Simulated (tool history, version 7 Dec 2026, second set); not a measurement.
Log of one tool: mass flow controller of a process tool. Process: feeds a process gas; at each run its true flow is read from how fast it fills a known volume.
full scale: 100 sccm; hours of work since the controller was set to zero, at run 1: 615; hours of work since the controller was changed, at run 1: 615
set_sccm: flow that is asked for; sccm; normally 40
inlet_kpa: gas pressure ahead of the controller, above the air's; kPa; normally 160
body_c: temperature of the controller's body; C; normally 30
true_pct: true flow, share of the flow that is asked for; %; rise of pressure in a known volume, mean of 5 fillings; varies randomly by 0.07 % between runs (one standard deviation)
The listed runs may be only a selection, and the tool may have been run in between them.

run	day	set_sccm	inlet_kpa	body_c	hours of work since the controller was set to zero	hours of work since the controller was changed	true_pct
1	0	40	160	30	615	615	99.04
2	10.921	40	160	30	822	822	99.06
3	16.317	24	160	30	925	925	98.92
4	23.254	24	228	30	1057	1057	98.59
5	33.446	24	228	30	1251	1251	98.58
6	41.358	24	228	30	1402	1402	98.55
7	49.592	24	228	30	1558	1558	98.68
8	55.75	40	160	32	1675	1675	99.01
9	61.908	40	160	32	1793	1793	99.03
10	69.758	40	160	32	1942	1942	98.9
11	78.538	40	174	32	2109	2109	98.9
12	84.521	40	174	32	2223	2223	98.89
13	91.929	40	174	32	2364	2364	98.86
14	99.238	40	174	32	2503	2503	98.81
15	107.092	40	174	32	2652	2652	98.88
16	117.988	40	174	32	2860	2860	98.8
17	126.154	40	174	32	3015	3015	98.84
18	136.921	40	174	32	3220	3220	98.72
19	147.908	40	174	32	3429	3429	98.72
20	153.121	40	174	32	3528	3528	98.69
21	159.967	40	160	30	3658	3658	98.7
22	166.062	40	160	30	3774	3774	98.65
23	172.929	42	160	30	3905	3905	98.71
24	178.021	40	195	30	4002	4002	98.41
25	184.296	40	160	24	4121	4121	98.56
26	193.383	40	170	30	4294	4294	98.75
27	198.108	63	160	26	4384	4384	98.68
28	208.942	40	160	34	4590	4590	98.83
29	217.767	40	160	34	4758	4758	98.76
30	225.996	69	173	26	4915	4915	98.76
31	232.612	69	173	26	5041	5041	98.52
32	240.162	11	160	36	5184	5184	100.98
# day 243.888: controller exchanged for a calibrated one
33	246.379	26	160	40	47	47	98.86
34	254.392	26	160	40	200	200	98.84
35	262.333	24	160	37	351	351	98.81
36	267.812	24	160	37	455	455	98.66
37	278.221	24	160	37	653	653	98.66
38	284.917	16	160	25	781	781	98.44
39	295.921	12	212	25	990	990	98.47
40	304.092	12	212	25	1146	1146	98.38
41	314.175	40	212	23	1337	1337	98.3
42	324.538	40	212	23	1535	1535	98.19
43	336.275	40	273	23	1758	1758	97.92
44	341.242	40	170	39	1852	1852	98.85
45	349.075	40	170	39	2002	2002	98.78
46	354.688	47	227	26	2108	2108	98.39
47	365.867	93	227	24	2321	2321	99.19
48	371.854	40	250	36	2435	2435	98.3
49	383.479	29	160	28	2656	2656	98.41

Each row is a separate what-if for the run after 49, all from the same tool condition, not one after another. Results?
A	392.025	19	228	25	2819	2819	?
B	392.025	16	160	36	2819	2819	?
C	392.025	40	239	34	2819	2819	?

run	true_pct
A	98.21
B	99
C	98.21
With no hidden state in the tool, these same runs would have given:
run	true_pct
A	97.88
B	98.43
C	98.55
